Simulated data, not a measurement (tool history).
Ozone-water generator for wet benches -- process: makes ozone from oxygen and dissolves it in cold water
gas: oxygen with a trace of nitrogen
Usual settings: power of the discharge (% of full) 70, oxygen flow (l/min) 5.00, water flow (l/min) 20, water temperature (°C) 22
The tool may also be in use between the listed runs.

run,hour,power of the discharge (% of full),oxygen flow (l/min),water flow (l/min),water temperature (°C),dissolved ozone (ppm),ozone in the gas ahead of the water (g/m3)
1,0.0,70,5.00,20,22,26.5,267.2
2,42.1,70,5.00,20,22,27.0,269.5
# hour 71.8: water thermometer calibrated
3,91.0,70,5.00,20,22,27.0,264.9
4,145.4,82,5.00,20,22,30.7,304.8
5,186.1,70,5.00,22,22,24.5,264.9
6,239.3,70,6.47,20,22,26.7,234.1
7,306.5,70,5.00,20,22,27.2,266.8
8,339.5,70,5.00,20,22,27.0,267.0
9,383.8,70,5.00,20,22,27.5,267.4
10,412.8,70,5.00,20,22,26.5,267.6
11,478.3,70,5.00,20,22,26.9,265.1
12,536.7,70,5.00,20,22,27.0,267.5
13,603.2,70,5.00,20,22,26.8,264.8
14,650.4,70,5.00,20,22,26.8,264.5
15,690.3,100,5.30,29,18,26.9,346.1
16,742.9,53,5.80,29,18,16.1,195.4
17,807.4,70,2.62,28,22,17.7,373.6
18,860.6,70,2.62,28,22,17.9,371.5
19,929.2,70,5.95,20,22,26.9,242.6
20,976.0,70,3.00,20,22,25.5,346.3
21,1022.6,59,5.00,20,15,25.5,229.2
22,1059.1,59,5.00,16,15,30.9,229.9
23,1116.4,49,5.00,16,15,26.5,198.9
24,1149.6,49,5.00,16,15,26.5,200.0
25,1211.8,43,4.45,25,18,15.4,188.8
26,1257.7,70,5.00,20,16,29.2,265.9
27,1303.2,65,5.84,31,22,17.0,228.7

Some steps in dissolved ozone (ppm) between neighbouring runs. How much of each would the tool show without its hidden state too (settings, what came in, random variation), and how much is left for the hidden state, with any gauge scatter that isn't in both results?
Hidden state at play: yield of the discharge, % of new electrodes'; contactor's efficiency, % of a clean one's; true water temperature over the reading, C; drift of the gauge itself on ozone_ppm, %; drift of the gauge itself on gas_g_m3, %.
Run 15 -> 16: power of the discharge (% of full) 100 -> 53, oxygen flow (l/min) 5.30 -> 5.80. dissolved ozone (ppm) -10.8: hidden state +0.4, all else -11.2.
Run 25 -> 26: power of the discharge (% of full) 43 -> 70, oxygen flow (l/min) 4.45 -> 5.00, water flow (l/min) 25 -> 20, water temperature (°C) 18 -> 16. dissolved ozone (ppm) +13.8: hidden state -0.4, all else +14.2.
Run 26 -> 27: power of the discharge (% of full) 70 -> 65, oxygen flow (l/min) 5.00 -> 5.84, water flow (l/min) 20 -> 31, water temperature (°C) 16 -> 22. dissolved ozone (ppm) -12.2: hidden state +0.3, all else -12.5.
